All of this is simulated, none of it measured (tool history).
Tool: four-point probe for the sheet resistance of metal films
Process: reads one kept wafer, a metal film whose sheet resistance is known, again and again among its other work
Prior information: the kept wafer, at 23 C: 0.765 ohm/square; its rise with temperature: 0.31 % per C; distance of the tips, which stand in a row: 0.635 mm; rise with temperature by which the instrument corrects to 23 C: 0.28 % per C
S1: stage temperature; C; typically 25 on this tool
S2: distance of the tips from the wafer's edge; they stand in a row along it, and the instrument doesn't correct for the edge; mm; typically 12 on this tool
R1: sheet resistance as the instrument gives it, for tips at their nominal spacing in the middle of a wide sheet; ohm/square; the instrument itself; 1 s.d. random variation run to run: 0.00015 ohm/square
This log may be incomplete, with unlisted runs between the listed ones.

{"run": 1, "hour": 0.0, "S1": 25, "S2": 12, "R1": 0.766802}
{"run": 2, "hour": 15.8, "S1": 27, "S2": 12, "R1": 0.766856}
{"run": 3, "hour": 39.9, "S1": 25, "S2": 10, "R1": 0.766991}
{"run": 4, "hour": 51.9, "S1": 25, "S2": 10, "R1": 0.766838}
{"run": 5, "hour": 63.1, "S1": 25, "S2": 10, "R1": 0.767499}
{"run": 6, "hour": 88.1, "S1": 25, "S2": 10, "R1": 0.767362}
{"run": 7, "hour": 110.8, "S1": 25, "S2": 10, "R1": 0.767131}
{"run": 8, "hour": 130.3, "S1": 25, "S2": 10, "R1": 0.767346}
{"run": 9, "hour": 146.9, "S1": 25, "S2": 10, "R1": 0.767159}
{"run": 10, "hour": 161.3, "S1": 33, "S2": 12, "R1": 0.768166}
{"run": 11, "hour": 177.1, "S1": 33, "S2": 12, "R1": 0.768455}
{"run": 12, "hour": 187.5, "S1": 33, "S2": 12, "R1": 0.768414}
{"run": 13, "hour": 202.2, "S1": 33, "S2": 12, "R1": 0.768495}
{"run": 14, "hour": 223.5, "S1": 33, "S2": 12, "R1": 0.768442}
{"run": 15, "hour": 247.9, "S1": 33, "S2": 12, "R1": 0.768089}
{"run": 16, "hour": 264.6, "S1": 33, "S2": 12, "R1": 0.76863}
{"run": 17, "hour": 283.0, "S1": 33, "S2": 12, "R1": 0.768347}
{"run": 18, "hour": 298.2, "S1": 33, "S2": 12, "R1": 0.768518}
{"run": 19, "hour": 316.4, "S1": 33, "S2": 12, "R1": 0.76842}
{"run": 20, "hour": 339.6, "S1": 21, "S2": 12, "R1": 0.765725}
{"run": 21, "hour": 350.6, "S1": 25, "S2": 3, "R1": 0.783628}
{"run": 22, "hour": 373.5, "S1": 25, "S2": 3, "R1": 0.783687}
{"run": 23, "hour": 394.3, "S1": 20, "S2": 6, "R1": 0.769039}
{"run": 24, "hour": 406.5, "S1": 20, "S2": 6, "R1": 0.76911}
{"run": 25, "hour": 420.4, "S1": 19, "S2": 4, "R1": 0.77422}
{"run": 26, "hour": 442.3, "S1": 19, "S2": 4, "R1": 0.774097}
{"run": 27, "hour": 457.3, "S1": 30, "S2": 6, "R1": 0.771282}
{"run": 28, "hour": 473.9, "S1": 22, "S2": 60, "R1": 0.764935}
{"run": 29, "hour": 484.3, "S1": 31, "S2": 53, "R1": 0.766808}
{"run": 30, "hour": 500.1, "S1": 20, "S2": 12, "R1": 0.765309}
{"run": 31, "hour": 524.3, "S1": 20, "S2": 12, "R1": 0.765407}
{"run": 32, "hour": 549.0, "S1": 34, "S2": 9, "R1": 0.769374}
{"run": 33, "hour": 572.0, "S1": 34, "S2": 9, "R1": 0.76966}
{"run": 34, "hour": 593.2, "S1": 29, "S2": 60, "R1": 0.766404}
{"run": 35, "hour": 613.6, "S1": 25, "S2": 6, "R1": 0.770184}
{"run": 36, "hour": 637.8, "S1": 25, "S2": 6, "R1": 0.770031}
{"run": 37, "hour": 661.3, "S1": 18, "S2": 14, "R1": 0.764633}
{"run": 38, "hour": 684.0, "S1": 34, "S2": 30, "R1": 0.767633}
{"run": 39, "hour": 694.8, "S1": 34, "S2": 30, "R1": 0.767841}
{"run": 40, "hour": 715.8, "S1": 23, "S2": 68, "R1": 0.765097}
{"run": 41, "hour": 731.8, "S1": 23, "S2": 68, "R1": 0.764904}
{"run": 42, "hour": 741.9, "S1": 23, "S2": 12, "R1": 0.766199}
{"run": 43, "hour": 754.6, "S1": 34, "S2": 6, "R1": 0.771882}
{"run": 44, "hour": 767.4, "S1": 19, "S2": 47, "R1": 0.764405}

Here are 5 independent what-if runs from the current tool condition. What would each one return?
{"run": "A", "hour": 782.5, "S1": 29, "S2": 47, "R1": "?"}
{"run": "B", "hour": 782.5, "S1": 33, "S2": 54, "R1": "?"}
{"run": "C", "hour": 782.5, "S1": 30, "S2": 47, "R1": "?"}
{"run": "D", "hour": 782.5, "S1": 20, "S2": 5, "R1": "?"}
{"run": "E", "hour": 782.5, "S1": 22, "S2": 4, "R1": "?"}

run=A R1=0.766348
run=B R1=0.767321
run=C R1=0.766596
run=D R1=0.770967
run=E R1=0.77494
Without the tool's hidden state the same runs would have given:
run=A R1=0.766325
run=B R1=0.767297
run=C R1=0.766572
run=D R1=0.770943
run=E R1=0.774916
